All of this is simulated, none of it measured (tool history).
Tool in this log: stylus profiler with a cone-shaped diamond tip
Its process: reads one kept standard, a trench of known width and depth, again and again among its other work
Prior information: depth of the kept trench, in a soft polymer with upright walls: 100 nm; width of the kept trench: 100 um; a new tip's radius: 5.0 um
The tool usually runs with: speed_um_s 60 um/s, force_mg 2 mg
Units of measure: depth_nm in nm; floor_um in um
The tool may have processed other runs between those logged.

run	day	speed_um_s	force_mg	depth_nm	floor_um
1	0	60	2	101.35	97.79
2	0.475	60	2	101.38	97.79
3	1.162	60	2	101.28	97.8
4	1.7	195	2	101.48	97.39
5	2.754	42	2	101.28	97.8
6	3.283	42	4.16	102.21	97.83
7	4.404	60	2	101.35	97.73
8	5.288	60	5.17	102.29	97.79
9	6.404	202	0.77	100.89	96.97
10	7.067	202	0.77	100.71	96.93
11	7.775	36	0.75	100.75	97.72
12	8.929	36	0.75	100.99	97.63

Run 13 is up next; what results do you expect?
13	9.588	36	0.75	?	?

Run 13 produced depth_nm 100.85 nm, floor_um 97.73 um.
On a tool with no hidden condition, and with the same random variation, this run would have come out at depth_nm 100.72 nm, floor_um 97.89 um.
